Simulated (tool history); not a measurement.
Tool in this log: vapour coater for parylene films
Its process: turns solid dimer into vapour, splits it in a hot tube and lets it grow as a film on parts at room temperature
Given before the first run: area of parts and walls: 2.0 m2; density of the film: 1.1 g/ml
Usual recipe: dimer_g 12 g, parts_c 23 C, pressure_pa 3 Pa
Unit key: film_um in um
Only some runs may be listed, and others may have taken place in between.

{"run": 1, "hour": 0.0, "dimer_g": 12, "parts_c": 23, "pressure_pa": 3, "film_um": 2.78}
{"run": 2, "hour": 12.5, "dimer_g": 12, "parts_c": 23, "pressure_pa": 4.5, "film_um": 2.55}
{"run": 3, "hour": 26.6, "dimer_g": 12, "parts_c": 23, "pressure_pa": 4.5, "film_um": 2.49}
{"run": 4, "hour": 35.7, "dimer_g": 12, "parts_c": 23, "pressure_pa": 3, "film_um": 2.79}
{"run": 5, "hour": 51.3, "dimer_g": 12, "parts_c": 23, "pressure_pa": 3, "film_um": 2.78}
{"run": 6, "hour": 67.5, "dimer_g": 12, "parts_c": 23, "pressure_pa": 3, "film_um": 2.78}
{"run": 7, "hour": 77.1, "dimer_g": 16, "parts_c": 23, "pressure_pa": 3, "film_um": 3.62}
{"run": 8, "hour": 84.8, "dimer_g": 12, "parts_c": 23, "pressure_pa": 3, "film_um": 2.72}
{"run": 9, "hour": 93.5, "dimer_g": 12, "parts_c": 18, "pressure_pa": 3, "film_um": 3.18}
{"run": 10, "hour": 101.3, "dimer_g": 12, "parts_c": 24, "pressure_pa": 3, "film_um": 2.62}
{"run": 11, "hour": 115.1, "dimer_g": 12, "parts_c": 24, "pressure_pa": 3, "film_um": 2.65}
{"run": 12, "hour": 130.2, "dimer_g": 8, "parts_c": 23, "pressure_pa": 3, "film_um": 1.82}
{"run": 13, "hour": 146.0, "dimer_g": 12, "parts_c": 20, "pressure_pa": 3, "film_um": 2.95}
{"run": 14, "hour": 156.0, "dimer_g": 12, "parts_c": 20, "pressure_pa": 3, "film_um": 2.95}
{"run": 15, "hour": 167.4, "dimer_g": 12, "parts_c": 20, "pressure_pa": 3, "film_um": 2.94}
{"run": 16, "hour": 184.3, "dimer_g": 12, "parts_c": 20, "pressure_pa": 3, "film_um": 2.93}
{"run": 17, "hour": 197.1, "dimer_g": 12, "parts_c": 20, "pressure_pa": 3, "film_um": 2.91}
{"run": 18, "hour": 205.2, "dimer_g": 12, "parts_c": 20, "pressure_pa": 3, "film_um": 2.9}
{"run": 19, "hour": 217.2, "dimer_g": 12, "parts_c": 20, "pressure_pa": 3, "film_um": 2.95}
{"run": 20, "hour": 225.5, "dimer_g": 12, "parts_c": 20, "pressure_pa": 3, "film_um": 2.93}
{"run": 21, "hour": 240.3, "dimer_g": 12, "parts_c": 23, "pressure_pa": 11.4, "film_um": 2}
{"run": 22, "hour": 248.7, "dimer_g": 12, "parts_c": 23, "pressure_pa": 3, "film_um": 2.67}
{"run": 23, "hour": 259.9, "dimer_g": 12, "parts_c": 23, "pressure_pa": 3, "film_um": 2.7}
{"run": 24, "hour": 267.9, "dimer_g": 12, "parts_c": 23, "pressure_pa": 4.06, "film_um": 2.53}
{"run": 25, "hour": 281.7, "dimer_g": 21, "parts_c": 20, "pressure_pa": 3, "film_um": 5.12}
{"run": 26, "hour": 290.9, "dimer_g": 14, "parts_c": 23, "pressure_pa": 3, "film_um": 3.11}
{"run": 27, "hour": 306.3, "dimer_g": 14, "parts_c": 16, "pressure_pa": 3, "film_um": 3.77}
{"run": 28, "hour": 324.4, "dimer_g": 21, "parts_c": 18, "pressure_pa": 5.13, "film_um": 4.8}
{"run": 29, "hour": 332.9, "dimer_g": 21, "parts_c": 18, "pressure_pa": 5.13, "film_um": 4.75}
{"run": 30, "hour": 350.7, "dimer_g": 16, "parts_c": 18, "pressure_pa": 5.13, "film_um": 3.58}
{"run": 31, "hour": 358.4, "dimer_g": 16, "parts_c": 27, "pressure_pa": 2.42, "film_um": 3.3}
{"run": 32, "hour": 376.3, "dimer_g": 6, "parts_c": 23, "pressure_pa": 2.93, "film_um": 1.33}
{"run": 33, "hour": 392.2, "dimer_g": 6, "parts_c": 23, "pressure_pa": 2.93, "film_um": 1.3}
{"run": 34, "hour": 400.4, "dimer_g": 6, "parts_c": 22, "pressure_pa": 4.97, "film_um": 1.23}
{"run": 35, "hour": 411.8, "dimer_g": 15, "parts_c": 19, "pressure_pa": 7.95, "film_um": 3}
{"run": 36, "hour": 424.4, "dimer_g": 15, "parts_c": 19, "pressure_pa": 7.95, "film_um": 3}
{"run": 37, "hour": 434.2, "dimer_g": 16, "parts_c": 21, "pressure_pa": 3.89, "film_um": 3.5}
{"run": 38, "hour": 449.8, "dimer_g": 6, "parts_c": 27, "pressure_pa": 4.12, "film_um": 1.11}
{"run": 39, "hour": 464.9, "dimer_g": 20, "parts_c": 29, "pressure_pa": 5.65, "film_um": 3.31}
{"run": 40, "hour": 474.6, "dimer_g": 12, "parts_c": 35, "pressure_pa": 5.01, "film_um": 1.71}
{"run": 41, "hour": 482.7, "dimer_g": 15, "parts_c": 35, "pressure_pa": 5.01, "film_um": 2.07}
{"run": 42, "hour": 494.0, "dimer_g": 12, "parts_c": 16, "pressure_pa": 10.46, "film_um": 2.48}
{"run": 43, "hour": 510.8, "dimer_g": 12, "parts_c": 16, "pressure_pa": 10.46, "film_um": 2.46}
{"run": 44, "hour": 522.8, "dimer_g": 15, "parts_c": 27, "pressure_pa": 2.73, "film_um": 2.93}
{"run": 45, "hour": 535.3, "dimer_g": 12, "parts_c": 23, "pressure_pa": 10.11, "film_um": 1.97}
{"run": 46, "hour": 550.0, "dimer_g": 14, "parts_c": 23, "pressure_pa": 3, "film_um": 2.94}

How would selected steps in film_um from run to run divide? Give the signed amount a tool lacking its hidden state would still show from settings, what came in and random variation, and the signed amount left for the hidden state, including any gauge scatter that is not in both of the compared results.
Unlogged tool condition in this case: vapour lost through the trap's worn valve, %; true temperature of the parts over the reading, C; drift of the gauge itself on film_um, %.
Run 24 -> 25: dimer_g 12 -> 21, parts_c 23 -> 20, pressure_pa 4.06 -> 3. film_um +2.59 um: hidden state -0.28, all else +2.87.
Run 37 -> 38: dimer_g 16 -> 6, parts_c 21 -> 27, pressure_pa 3.89 -> 4.12. film_um -2.39 um: hidden state +0.3, all else -2.69.
Run 38 -> 39: dimer_g 6 -> 20, parts_c 27 -> 29, pressure_pa 4.12 -> 5.65. film_um +2.2 um: hidden state -0.29, all else +2.49.

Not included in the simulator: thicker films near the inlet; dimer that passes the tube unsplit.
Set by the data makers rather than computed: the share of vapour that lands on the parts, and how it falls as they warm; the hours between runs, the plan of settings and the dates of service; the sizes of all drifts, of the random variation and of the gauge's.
